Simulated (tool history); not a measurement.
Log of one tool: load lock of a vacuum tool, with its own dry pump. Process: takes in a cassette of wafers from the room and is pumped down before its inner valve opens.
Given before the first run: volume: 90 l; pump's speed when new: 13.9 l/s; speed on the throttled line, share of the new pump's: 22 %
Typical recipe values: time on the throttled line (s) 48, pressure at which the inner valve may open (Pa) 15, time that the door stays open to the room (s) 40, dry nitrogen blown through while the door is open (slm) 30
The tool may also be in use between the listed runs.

run	hour	time on the throttled line (s)	pressure at which the inner valve may open (Pa)	time that the door stays open to the room (s)	dry nitrogen blown through while the door is open (slm)	incoming humidity of the room's air, %	time from the closed door until the inner valve may open (s)	rise of the pressure with all valves shut (Pa/min)
1	0	48	15	40	30	44.3	97.5	0.446
2	178	48	15	40	30	49	97.8	0.456
3	445.8	48	15	40	30	43.8	98	0.467
4	709.2	48	15	40	30	44	98.5	0.486
5	974.8	48	23	40	30	44.1	95.4	0.511
6	1246.8	48	15	40	41	43.4	98.7	0.529
7	1379.7	63	15	40	30	48.3	110.5	0.551
8	1523.2	57	15	40	10	45.2	106.8	0.55
9	1801.7	57	15	40	19	42.1	106.6	0.564
10	2003.2	57	15	40	28	46.6	105.5	0.582
11	2169.8	57	15	40	28	41.6	106.2	0.599
12	2315	39	15	40	28	43.5	92.4	0.618

Expected results for the next run?
13	2542.3	48	19	40	12	45	?	?

Run 13 produced time from the closed door until the inner valve may open (s) 97.6, rise of the pressure with all valves shut (Pa/min) 0.638.
Take away the tool's hidden state, keep the run-to-run variation as it was, and the same run would have given time from the closed door until the inner valve may open (s) 93.2, rise of the pressure with all valves shut (Pa/min) 0.024.
